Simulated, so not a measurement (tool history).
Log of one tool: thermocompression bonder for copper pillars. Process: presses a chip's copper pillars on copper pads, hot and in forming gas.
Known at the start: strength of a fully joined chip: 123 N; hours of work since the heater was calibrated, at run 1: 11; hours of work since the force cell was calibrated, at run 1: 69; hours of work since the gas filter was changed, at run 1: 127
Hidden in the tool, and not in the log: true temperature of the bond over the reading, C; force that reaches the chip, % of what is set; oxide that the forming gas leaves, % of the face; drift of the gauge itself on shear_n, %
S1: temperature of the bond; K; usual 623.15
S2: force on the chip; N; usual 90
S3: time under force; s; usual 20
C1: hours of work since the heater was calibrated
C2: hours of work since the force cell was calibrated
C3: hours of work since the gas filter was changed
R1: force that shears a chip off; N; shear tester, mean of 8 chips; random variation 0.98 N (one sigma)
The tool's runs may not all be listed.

run   hour      S1   S2  S3   C1   C2   C3    R1
  1      0  623.15   90  20   11   69  127  79.6
  2   11.2  623.15   90  20   16   75  132  82.2
  3   20.2  623.15   90  20   21   80  137  79.9
  4   36.1  623.15   90  20   29   88  145  81.9
  5   44.3  623.15   69  20   33   92  149  73.2
  6   58.7  623.15   90  20   41   99  157    81
  7   69.4  623.15   90  20   46  105  162  79.4
  8   79.9  623.15   90  20   51  110  167  78.6
  9   94.5  623.15   67  20   59  118  175    73
 10  103.8  623.15   90  20   64  122  180  77.7
 11  117.1  623.15   90  20   70  129  186    80
 12  131.2  623.15   99  20   78  136  194  82.9
 13  145.5  623.15   90  20   85  144  201  78.7
 14  161.4  623.15   90  20   93  152  209  77.9
 15    177  609.15   70  45  101  160  217  78.3
 16  187.3  635.15   66  20  106  165  222  78.7
 17  203.1  635.15   66  20  114  173  230  76.7
 18    216  651.15  108  12  121  180  237  91.9
 19  231.8  623.15  134  20  129  188  245  89.1
 20  247.9  623.15   55  25  137  196  253  68.9
 21    256  623.15   61  59  141  200  257  89.9
 22    266  623.15   61  59  146  205  263  89.5
 23  279.4  638.15   65  54  153  212  269  97.1
 24  292.3  638.15   94  34  160  219  276  97.6
 25  308.4  638.15   64  34  168  227  284  88.1
 26  320.9  626.15  111  20  174  233  291  84.6
 27    337  640.15  111  20  183  241  299  92.9

Forecast each of these 5 alternatives for the next run:
  A  345.4  623.15  90  29  187  246  303   ?
  B  345.4  653.15  93  19  187  246  303   ?
  C  345.4  637.15  90  16  187  246  303   ?
  D  345.4  640.15  62  25  187  246  303   ?
  E  345.4  623.15  90  11  187  246  303   ?

run    R1
  A  83.9
  B  93.2
  C  80.5
  D  82.5
  E  64.2
Without the tool's hidden state the same runs would have given:
run     R1
  A     92
  B  101.6
  C   88.1
  D   90.2
  E   70.6
